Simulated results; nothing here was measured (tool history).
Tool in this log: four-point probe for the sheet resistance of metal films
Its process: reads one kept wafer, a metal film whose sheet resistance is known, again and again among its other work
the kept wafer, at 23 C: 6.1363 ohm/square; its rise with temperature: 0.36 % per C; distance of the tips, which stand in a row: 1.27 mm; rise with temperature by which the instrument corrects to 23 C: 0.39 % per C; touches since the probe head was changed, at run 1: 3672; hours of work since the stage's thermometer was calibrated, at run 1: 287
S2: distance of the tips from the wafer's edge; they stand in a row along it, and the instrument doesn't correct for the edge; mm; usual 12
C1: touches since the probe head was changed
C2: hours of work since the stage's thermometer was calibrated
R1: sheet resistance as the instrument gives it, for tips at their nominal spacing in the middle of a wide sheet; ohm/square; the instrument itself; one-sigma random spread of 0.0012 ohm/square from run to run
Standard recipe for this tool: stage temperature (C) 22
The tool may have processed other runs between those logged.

run 1 hour=0 | stage_temperature_(C)=22 S2=12 | C1=3672 C2=287 | R1=6.214046
run 2 hour=10.6 | stage_temperature_(C)=22 S2=12 | C1=3840 C2=293 | R1=6.213554
run 3 hour=29 | stage_temperature_(C)=22 S2=12 | C1=4129 C2=302 | R1=6.213957
run 4 hour=44 | stage_temperature_(C)=22 S2=12 | C1=4365 C2=310 | R1=6.214754
run 5 hour=59.6 | stage_temperature_(C)=22 S2=12 | C1=4611 C2=318 | R1=6.214414
run 6 hour=75.8 | stage_temperature_(C)=22 S2=12 | C1=4866 C2=327 | R1=6.21442
run 7 hour=85.1 | stage_temperature_(C)=20 S2=12 | C1=5013 C2=332 | R1=6.217685
run 8 hour=102.2 | stage_temperature_(C)=22 S2=5 | C1=5283 C2=341 | R1=6.384182
run 9 hour=113 | stage_temperature_(C)=22 S2=9 | C1=5453 C2=346 | R1=6.24143
run 10 hour=126.9 | stage_temperature_(C)=22 S2=9 | C1=5673 C2=353 | R1=6.241993
run 11 hour=144.3 | stage_temperature_(C)=22 S2=12 | C1=5946 C2=362 | R1=6.212361
run 12 hour=161.7 | stage_temperature_(C)=22 S2=12 | C1=6221 C2=371 | R1=6.215253
run 13 hour=175.3 | stage_temperature_(C)=31 S2=4 | C1=6435 C2=379 | R1=6.477975
run 14 hour=188.5 | stage_temperature_(C)=19 S2=11 | C1=6643 C2=385 | R1=6.223994
run 15 hour=196.4 | stage_temperature_(C)=19 S2=11 | C1=6767 C2=390 | R1=6.224986
run 16 hour=209.5 | stage_temperature_(C)=24 S2=10 | C1=6973 C2=396 | R1=6.224964
run 17 hour=223.9 | stage_temperature_(C)=28 S2=10 | C1=7200 C2=404 | R1=6.218602
run 18 hour=238 | stage_temperature_(C)=34 S2=4 | C1=7422 C2=411 | R1=6.470431
run 19 hour=251.9 | stage_temperature_(C)=28 S2=57 | C1=7641 C2=418 | R1=6.167312
run 20 hour=267.3 | stage_temperature_(C)=28 S2=59 | C1=7884 C2=426 | R1=6.166899
run 21 hour=275.5 | stage_temperature_(C)=28 S2=59 | C1=8014 C2=431 | R1=6.165848
run 22 hour=287.4 | stage_temperature_(C)=23 S2=9 | C1=8202 C2=437 | R1=6.238789
run 23 hour=296.5 | stage_temperature_(C)=18 S2=4 | C1=8344 C2=442 | R1=6.498484
run 24 hour=310.5 | stage_temperature_(C)=20 S2=12 | C1=8566 C2=449 | R1=6.215217

Run by run, hidden condition taken away, random variation retained:
Unlogged tool condition in this case: inner tips' distance over the nominal, %; tips' flats over new ones', %; wafer's true temperature over the reading, C; drift of the gauge itself on sheet_ohm, %.
run=1 R1=6.1738
run=2 R1=6.173423
run=3 R1=6.174059
run=4 R1=6.175018
run=5 R1=6.174868
run=6 R1=6.175058
run=7 R1=6.178424
run=8 R1=6.344148
run=9 R1=6.202332
run=10 R1=6.203067
run=11 R1=6.173811
run=12 R1=6.1769
run=13 R1=6.438252
run=14 R1=6.185935
run=15 R1=6.187015
run=16 R1=6.187109
run=17 R1=6.180926
run=18 R1=6.431495
run=19 R1=6.130258
run=20 R1=6.130026
run=21 R1=6.129075
run=22 R1=6.201787
run=23 R1=6.460235
run=24 R1=6.178622
